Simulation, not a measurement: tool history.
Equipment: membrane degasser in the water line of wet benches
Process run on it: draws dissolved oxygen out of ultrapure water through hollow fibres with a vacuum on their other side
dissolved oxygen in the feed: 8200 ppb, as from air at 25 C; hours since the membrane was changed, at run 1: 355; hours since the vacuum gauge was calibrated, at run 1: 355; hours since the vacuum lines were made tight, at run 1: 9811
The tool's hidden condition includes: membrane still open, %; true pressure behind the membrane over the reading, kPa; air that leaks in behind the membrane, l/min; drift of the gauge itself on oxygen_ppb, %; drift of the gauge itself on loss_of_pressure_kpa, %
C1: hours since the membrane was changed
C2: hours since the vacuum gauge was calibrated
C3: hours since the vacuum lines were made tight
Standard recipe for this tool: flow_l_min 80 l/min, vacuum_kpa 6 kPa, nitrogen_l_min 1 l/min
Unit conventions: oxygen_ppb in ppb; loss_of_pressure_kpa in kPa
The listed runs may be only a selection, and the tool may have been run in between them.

{"run": 1, "hour": 0.0, "flow_l_min": 80, "vacuum_kpa": 6, "nitrogen_l_min": 1, "C1": 355, "C2": 355, "C3": 9811, "oxygen_ppb": 365.7, "loss_of_pressure_kpa": 28.83}
{"run": 2, "hour": 142.7, "flow_l_min": 80, "vacuum_kpa": 6, "nitrogen_l_min": 1, "C1": 498, "C2": 498, "C3": 9953, "oxygen_ppb": 369.3, "loss_of_pressure_kpa": 28.78}
{"run": 3, "hour": 289.0, "flow_l_min": 67, "vacuum_kpa": 6, "nitrogen_l_min": 1, "C1": 644, "C2": 644, "C3": 10100, "oxygen_ppb": 322.6, "loss_of_pressure_kpa": 24.21}
{"run": 4, "hour": 384.0, "flow_l_min": 67, "vacuum_kpa": 6, "nitrogen_l_min": 1, "C1": 739, "C2": 739, "C3": 10195, "oxygen_ppb": 325.8, "loss_of_pressure_kpa": 24.3}
{"run": 5, "hour": 576.5, "flow_l_min": 67, "vacuum_kpa": 6, "nitrogen_l_min": 1, "C1": 932, "C2": 932, "C3": 10387, "oxygen_ppb": 325.6, "loss_of_pressure_kpa": 24.13}
{"run": 6, "hour": 739.1, "flow_l_min": 67, "vacuum_kpa": 6, "nitrogen_l_min": 0.81, "C1": 1094, "C2": 1094, "C3": 10550, "oxygen_ppb": 376.4, "loss_of_pressure_kpa": 24.42}
{"run": 7, "hour": 825.6, "flow_l_min": 80, "vacuum_kpa": 12.49, "nitrogen_l_min": 1, "C1": 1181, "C2": 1181, "C3": 10636, "oxygen_ppb": 1134, "loss_of_pressure_kpa": 28.99}
{"run": 8, "hour": 1013.3, "flow_l_min": 80, "vacuum_kpa": 12.49, "nitrogen_l_min": 1, "C1": 1369, "C2": 1369, "C3": 10824, "oxygen_ppb": 1146.8, "loss_of_pressure_kpa": 29.07}
{"run": 9, "hour": 1190.0, "flow_l_min": 80, "vacuum_kpa": 12.49, "nitrogen_l_min": 1, "C1": 1545, "C2": 1545, "C3": 11001, "oxygen_ppb": 1145.9, "loss_of_pressure_kpa": 28.72}
{"run": 10, "hour": 1380.6, "flow_l_min": 70, "vacuum_kpa": 6, "nitrogen_l_min": 1, "C1": 1736, "C2": 1736, "C3": 11191, "oxygen_ppb": 340.4, "loss_of_pressure_kpa": 25.25}
{"run": 11, "hour": 1488.7, "flow_l_min": 70, "vacuum_kpa": 9.13, "nitrogen_l_min": 1, "C1": 1844, "C2": 1844, "C3": 11299, "oxygen_ppb": 691.9, "loss_of_pressure_kpa": 25.46}
{"run": 12, "hour": 1674.8, "flow_l_min": 80, "vacuum_kpa": 6, "nitrogen_l_min": 1, "C1": 2030, "C2": 2030, "C3": 11486, "oxygen_ppb": 374.1, "loss_of_pressure_kpa": 28.75}
{"run": 13, "hour": 1756.0, "flow_l_min": 80, "vacuum_kpa": 6, "nitrogen_l_min": 1, "C1": 2111, "C2": 2111, "C3": 11567, "oxygen_ppb": 378, "loss_of_pressure_kpa": 28.78}
{"hour": 1797.1, "done": "gauge calibrated"}
{"run": 14, "hour": 1869.1, "flow_l_min": 80, "vacuum_kpa": 6, "nitrogen_l_min": 1, "C1": 2224, "C2": 2224, "C3": 11680, "oxygen_ppb": 371.1, "loss_of_pressure_kpa": 28.73}
{"run": 15, "hour": 2062.3, "flow_l_min": 80, "vacuum_kpa": 6, "nitrogen_l_min": 1, "C1": 2418, "C2": 2418, "C3": 11873, "oxygen_ppb": 371.6, "loss_of_pressure_kpa": 28.98}
{"run": 16, "hour": 2227.0, "flow_l_min": 80, "vacuum_kpa": 6, "nitrogen_l_min": 1, "C1": 2582, "C2": 2582, "C3": 12038, "oxygen_ppb": 371.8, "loss_of_pressure_kpa": 29.05}
{"run": 17, "hour": 2350.4, "flow_l_min": 80, "vacuum_kpa": 6, "nitrogen_l_min": 1, "C1": 2706, "C2": 2706, "C3": 12161, "oxygen_ppb": 369.6, "loss_of_pressure_kpa": 29}
{"run": 18, "hour": 2503.5, "flow_l_min": 77, "vacuum_kpa": 5.11, "nitrogen_l_min": 1.11, "C1": 2859, "C2": 2859, "C3": 12314, "oxygen_ppb": 234.8, "loss_of_pressure_kpa": 27.89}
{"run": 19, "hour": 2700.2, "flow_l_min": 77, "vacuum_kpa": 3.84, "nitrogen_l_min": 1.11, "C1": 3056, "C2": 3056, "C3": 12511, "oxygen_ppb": 82.6, "loss_of_pressure_kpa": 27.77}
{"run": 20, "hour": 2821.1, "flow_l_min": 70, "vacuum_kpa": 4.35, "nitrogen_l_min": 1.3, "C1": 3176, "C2": 3176, "C3": 12632, "oxygen_ppb": 120.5, "loss_of_pressure_kpa": 25.19}
{"run": 21, "hour": 2942.9, "flow_l_min": 70, "vacuum_kpa": 4.35, "nitrogen_l_min": 1.3, "C1": 3298, "C2": 3298, "C3": 12754, "oxygen_ppb": 120.3, "loss_of_pressure_kpa": 25.35}
{"run": 22, "hour": 3064.6, "flow_l_min": 70, "vacuum_kpa": 4.35, "nitrogen_l_min": 1.3, "C1": 3420, "C2": 3420, "C3": 12875, "oxygen_ppb": 121.2, "loss_of_pressure_kpa": 25.2}
{"run": 23, "hour": 3167.5, "flow_l_min": 70, "vacuum_kpa": 6, "nitrogen_l_min": 1.74, "C1": 3523, "C2": 3523, "C3": 12978, "oxygen_ppb": 226.1, "loss_of_pressure_kpa": 25.46}
{"run": 24, "hour": 3313.0, "flow_l_min": 127, "vacuum_kpa": 10.7, "nitrogen_l_min": 0.43, "C1": 3668, "C2": 3668, "C3": 13124, "oxygen_ppb": 1841.8, "loss_of_pressure_kpa": 45.82}
{"run": 25, "hour": 3456.0, "flow_l_min": 64, "vacuum_kpa": 12.98, "nitrogen_l_min": 1.18, "C1": 3811, "C2": 3811, "C3": 13267, "oxygen_ppb": 932, "loss_of_pressure_kpa": 23.11}
{"hour": 3615.8, "done": "vacuum gauge calibrated"}
{"run": 26, "hour": 3640.9, "flow_l_min": 64, "vacuum_kpa": 12.98, "nitrogen_l_min": 1.18, "C1": 3996, "C2": 25, "C3": 13451, "oxygen_ppb": 936.6, "loss_of_pressure_kpa": 23.17}
{"run": 27, "hour": 3762.0, "flow_l_min": 97, "vacuum_kpa": 12.98, "nitrogen_l_min": 1.18, "C1": 4117, "C2": 146, "C3": 13572, "oxygen_ppb": 1235.2, "loss_of_pressure_kpa": 35.17}
{"run": 28, "hour": 3941.1, "flow_l_min": 90, "vacuum_kpa": 4.94, "nitrogen_l_min": 2.01, "C1": 4296, "C2": 325, "C3": 13751, "oxygen_ppb": 165.5, "loss_of_pressure_kpa": 32.7}
{"run": 29, "hour": 4129.6, "flow_l_min": 90, "vacuum_kpa": 4.94, "nitrogen_l_min": 2.01, "C1": 4484, "C2": 514, "C3": 13940, "oxygen_ppb": 164.7, "loss_of_pressure_kpa": 32.82}
{"run": 30, "hour": 4327.0, "flow_l_min": 87, "vacuum_kpa": 13.25, "nitrogen_l_min": 0.5, "C1": 4682, "C2": 711, "C3": 14137, "oxygen_ppb": 1914.6, "loss_of_pressure_kpa": 31.52}
{"run": 31, "hour": 4509.8, "flow_l_min": 68, "vacuum_kpa": 8.7, "nitrogen_l_min": 0.47, "C1": 4865, "C2": 894, "C3": 14320, "oxygen_ppb": 1025.7, "loss_of_pressure_kpa": 24.48}

Each row is a separate what-if for the run after 31, all from the same tool condition, not one after another. Results?
{"run": "A", "hour": 4639.5, "flow_l_min": 124, "vacuum_kpa": 9.51, "nitrogen_l_min": 1.06, "C1": 4994, "C2": 1024, "C3": 14450, "oxygen_ppb": "?", "loss_of_pressure_kpa": "?"}
{"run": "B", "hour": 4639.5, "flow_l_min": 50, "vacuum_kpa": 8.7, "nitrogen_l_min": 0.47, "C1": 4994, "C2": 1024, "C3": 14450, "oxygen_ppb": "?", "loss_of_pressure_kpa": "?"}
{"run": "C", "hour": 4639.5, "flow_l_min": 92, "vacuum_kpa": 7.48, "nitrogen_l_min": 2.46, "C1": 4994, "C2": 1024, "C3": 14450, "oxygen_ppb": "?", "loss_of_pressure_kpa": "?"}
{"run": "D", "hour": 4639.5, "flow_l_min": 68, "vacuum_kpa": 7.49, "nitrogen_l_min": 0.81, "C1": 4994, "C2": 1024, "C3": 14450, "oxygen_ppb": "?", "loss_of_pressure_kpa": "?"}
{"run": "E", "hour": 4639.5, "flow_l_min": 63, "vacuum_kpa": 13.68, "nitrogen_l_min": 0.49, "C1": 4994, "C2": 1024, "C3": 14450, "oxygen_ppb": "?", "loss_of_pressure_kpa": "?"}

run=A oxygen_ppb=1060.4 loss_of_pressure_kpa=44.75
run=B oxygen_ppb=868.9 loss_of_pressure_kpa=18.11
run=C oxygen_ppb=338.3 loss_of_pressure_kpa=33.08
run=D oxygen_ppb=587.4 loss_of_pressure_kpa=24.55
run=E oxygen_ppb=1707.8 loss_of_pressure_kpa=22.87
What these runs would have given with no unlogged condition in the tool:
run=A oxygen_ppb=1014.6 loss_of_pressure_kpa=44.75
run=B oxygen_ppb=831.4 loss_of_pressure_kpa=18.11
run=C oxygen_ppb=323.7 loss_of_pressure_kpa=33.08
run=D oxygen_ppb=562 loss_of_pressure_kpa=24.55
run=E oxygen_ppb=1634.2 loss_of_pressure_kpa=22.86

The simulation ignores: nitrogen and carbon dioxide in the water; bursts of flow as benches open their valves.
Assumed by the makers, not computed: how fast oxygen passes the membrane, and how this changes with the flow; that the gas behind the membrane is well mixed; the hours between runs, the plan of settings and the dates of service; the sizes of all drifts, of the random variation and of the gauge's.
